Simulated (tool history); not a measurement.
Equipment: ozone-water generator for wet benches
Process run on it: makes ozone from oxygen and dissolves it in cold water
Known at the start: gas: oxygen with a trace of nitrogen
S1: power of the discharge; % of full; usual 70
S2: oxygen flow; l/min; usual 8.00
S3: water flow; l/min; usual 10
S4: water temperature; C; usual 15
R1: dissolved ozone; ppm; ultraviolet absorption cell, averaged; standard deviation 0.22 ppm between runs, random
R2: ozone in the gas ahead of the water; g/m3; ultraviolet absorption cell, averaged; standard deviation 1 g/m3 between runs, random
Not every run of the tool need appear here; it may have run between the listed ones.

run,hour,S1,S2,S3,S4,R1,R2
1,0.0,70,8.00,10,15,31.7,178.2
2,23.8,70,8.00,10,15,31.9,176.4
3,50.0,70,8.00,10,15,31.4,177.7
4,82.2,70,4.13,10,15,30.9,224.9
5,122.9,70,4.13,10,15,31.0,224.4
6,156.6,70,4.13,10,15,31.2,226.0

Expected results for the next run?
7,183.8,70,4.13,10,15,?,?

Run 7 measured R1 30.8 ppm, R2 227.6 g/m3.
Minus the tool's unlogged condition, the same run would have read R1 30.9 ppm, R2 225.7 g/m3.

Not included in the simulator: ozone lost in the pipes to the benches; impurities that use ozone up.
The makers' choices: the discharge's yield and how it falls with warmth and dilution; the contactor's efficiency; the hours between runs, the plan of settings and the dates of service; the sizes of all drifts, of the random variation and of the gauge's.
